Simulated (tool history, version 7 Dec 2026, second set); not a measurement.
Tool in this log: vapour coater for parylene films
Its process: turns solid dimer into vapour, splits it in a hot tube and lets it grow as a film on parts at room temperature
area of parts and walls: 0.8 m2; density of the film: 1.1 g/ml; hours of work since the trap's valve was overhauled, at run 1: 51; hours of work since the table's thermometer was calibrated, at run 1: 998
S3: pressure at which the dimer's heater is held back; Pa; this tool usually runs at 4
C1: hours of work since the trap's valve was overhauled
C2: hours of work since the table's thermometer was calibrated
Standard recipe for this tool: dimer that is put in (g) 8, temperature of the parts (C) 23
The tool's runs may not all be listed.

run 1 hour=0 | dimer_that_is_put_in_(g)=8 temperature_of_the_parts_(C)=23 S3=4 | C1=51 C2=998 | thickness_of_the_film_(um)=4.26
run 2 hour=30.5 | dimer_that_is_put_in_(g)=7 temperature_of_the_parts_(C)=23 S3=4 | C1=74 C2=1021 | thickness_of_the_film_(um)=3.67
run 3 hour=80.1 | dimer_that_is_put_in_(g)=7 temperature_of_the_parts_(C)=23 S3=4 | C1=111 C2=1058 | thickness_of_the_film_(um)=3.67
run 4 hour=115 | dimer_that_is_put_in_(g)=7 temperature_of_the_parts_(C)=23 S3=4 | C1=136 C2=1084 | thickness_of_the_film_(um)=3.56
run 5 hour=158.8 | dimer_that_is_put_in_(g)=7 temperature_of_the_parts_(C)=23 S3=4 | C1=169 C2=1116 | thickness_of_the_film_(um)=3.55
-- hour=166.1 trap's valve overhauled
run 6 hour=215.3 | dimer_that_is_put_in_(g)=7 temperature_of_the_parts_(C)=23 S3=4 | C1=37 C2=1155 | thickness_of_the_film_(um)=3.33
run 7 hour=272 | dimer_that_is_put_in_(g)=5 temperature_of_the_parts_(C)=23 S3=7.68 | C1=79 C2=1198 | thickness_of_the_film_(um)=2.11
run 8 hour=307.4 | dimer_that_is_put_in_(g)=5 temperature_of_the_parts_(C)=23 S3=11.6 | C1=105 C2=1224 | thickness_of_the_film_(um)=1.97

Run 9, settings as shown, results not yet in. Your forecast:
run 9 hour=345.8 | dimer_that_is_put_in_(g)=5 temperature_of_the_parts_(C)=23 S3=11.6 | C1=134 C2=1252 | thickness_of_the_film_(um)=?

thickness of the film (um): 1.9
Take away the tool's hidden state, keep the run-to-run variation as it was, and the same run would have given thickness of the film (um) 2.32.

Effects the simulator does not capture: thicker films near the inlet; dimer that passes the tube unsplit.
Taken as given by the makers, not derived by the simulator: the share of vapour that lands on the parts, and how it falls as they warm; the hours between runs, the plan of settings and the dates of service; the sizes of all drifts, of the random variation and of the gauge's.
